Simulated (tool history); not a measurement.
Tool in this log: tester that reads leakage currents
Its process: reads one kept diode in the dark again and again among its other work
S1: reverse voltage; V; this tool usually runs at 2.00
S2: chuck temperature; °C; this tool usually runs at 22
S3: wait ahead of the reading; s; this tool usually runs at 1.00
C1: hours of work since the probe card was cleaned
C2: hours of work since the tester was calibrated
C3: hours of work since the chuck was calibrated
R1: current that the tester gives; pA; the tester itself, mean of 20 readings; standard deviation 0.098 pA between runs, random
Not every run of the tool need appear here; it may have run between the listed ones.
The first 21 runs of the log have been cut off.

run    hour     S1  S2    S3    C1    C2    C3      R1
 22  2457.2   6.11  49  0.60  3636  2070   910  336.91
 23  2547.1   9.04  22  0.65  3707  2141   981   64.43
 24  2627.8   5.88  50  6.20  3771  2206  1045  351.57
     2762.4  -- probe card cleaned and baked
 25  2787.5  11.72  50  6.20    20  2330  1170  510.45
 26  2882.6   1.33  33  0.39    96  2406  1246   50.65
 27  3045.2   1.33  33  7.79   225  2535  1375   50.01
 28  3213.8   2.16  22  1.71   359  2669  1509   29.02
     3255.2  -- chuck's temperature calibrated
 29  3301.8   6.71  37  1.10   427  2738    37  160.18
 30  3431.7   7.22  27  0.53   531  2841   140   82.02

Branching from run 30: 4 alternative next runs. What would each branch give?
  A  3610.1  1.51  29  1.06  673  2983  282   ?
  B  3610.1  2.04  22  0.92  673  2983  282   ?
  C  3610.1  6.21  47  1.00  673  2983  282   ?
  D  3610.1  3.58  26  0.53  673  2983  282   ?

run      R1
  A   40.24
  B   28.26
  C  299.11
  D   51.70
Stripped of hidden state, with their random variation kept, the same runs would have yielded:
run      R1
  A   40.23
  B   28.25
  C  299.06
  D   51.68

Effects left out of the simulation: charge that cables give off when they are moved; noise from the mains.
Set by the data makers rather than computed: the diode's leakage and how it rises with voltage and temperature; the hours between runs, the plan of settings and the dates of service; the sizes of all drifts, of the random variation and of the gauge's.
